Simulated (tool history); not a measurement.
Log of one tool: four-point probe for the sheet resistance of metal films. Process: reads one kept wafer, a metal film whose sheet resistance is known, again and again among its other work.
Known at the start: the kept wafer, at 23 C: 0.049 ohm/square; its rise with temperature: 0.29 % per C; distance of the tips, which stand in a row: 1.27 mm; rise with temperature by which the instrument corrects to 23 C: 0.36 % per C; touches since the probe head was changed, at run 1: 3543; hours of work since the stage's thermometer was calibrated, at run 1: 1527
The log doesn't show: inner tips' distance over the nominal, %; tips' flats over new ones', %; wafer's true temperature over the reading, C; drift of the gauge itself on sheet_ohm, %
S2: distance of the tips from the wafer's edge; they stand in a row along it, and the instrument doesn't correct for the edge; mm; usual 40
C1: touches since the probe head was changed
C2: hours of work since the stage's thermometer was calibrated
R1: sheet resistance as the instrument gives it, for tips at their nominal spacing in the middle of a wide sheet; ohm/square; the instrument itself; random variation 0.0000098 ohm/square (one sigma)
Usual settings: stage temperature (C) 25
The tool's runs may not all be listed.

Run 1, hour 0.0: usual settings; C1 3543; C2 1527. Result: R1 0.049630 ohm/square.
Run 2, hour 23.8: usual settings; C1 4141; C2 1540. Result: R1 0.049636 ohm/square.
Run 3, hour 53.0: usual settings; C1 4876; C2 1556. Result: R1 0.049646 ohm/square.
Run 4, hour 85.1: usual settings; C1 5685; C2 1574. Result: R1 0.049644 ohm/square.
Run 5, hour 102.9: usual settings; C1 6132; C2 1583. Result: R1 0.049622 ohm/square.
Run 6, hour 144.4: usual settings; C1 7176; C2 1606. Result: R1 0.049647 ohm/square.
Run 7, hour 177.3: usual settings; C1 8005; C2 1624. Result: R1 0.049663 ohm/square.
Run 8, hour 219.2: usual settings but S2 47 mm; C1 9060; C2 1646. Result: R1 0.049654 ohm/square.
Run 9, hour 241.0: usual settings but stage temperature (C) 34, S2 47 mm; C1 9608; C2 1658. Result: R1 0.049350 ohm/square.
Run 10, hour 276.8: usual settings but stage temperature (C) 35, S2 4 mm; C1 10510; C2 1678. Result: R1 0.051858 ohm/square.
Run 11, hour 318.7: usual settings but stage temperature (C) 26, S2 8 mm; C1 11564; C2 1700. Result: R1 0.050255 ohm/square.
Run 12, hour 346.6: usual settings but stage temperature (C) 22, S2 3 mm; C1 12266; C2 1715. Result: R1 0.054067 ohm/square.
Run 13, hour 378.8: usual settings but stage temperature (C) 32, S2 19 mm; C1 13076; C2 1733. Result: R1 0.049526 ohm/square.
Run 14, hour 413.0: usual settings but stage temperature (C) 32, S2 19 mm; C1 13937; C2 1751. Result: R1 0.049543 ohm/square.
Run 15, hour 451.1: usual settings but stage temperature (C) 32, S2 19 mm; C1 14896; C2 1772. Result: R1 0.049548 ohm/square.

3 ways to go on from here, each from the tool as it stands after run 15. What would each give?
Run A, hour 487.3: usual settings but stage temperature (C) 20; C1 15809; C2 1792. Result: R1 ?.
Run B, hour 487.3: usual settings but stage temperature (C) 31; C1 15809; C2 1792. Result: R1 ?.
Run C, hour 487.3: usual settings but stage temperature (C) 26, S2 18 mm; C1 15809; C2 1792. Result: R1 ?.

run        R1
  A  0.049856
  B  0.049477
  C  0.049776
Without the tool's hidden state the same runs would have given:
run        R1
  A  0.049126
  B  0.048753
  C  0.049047
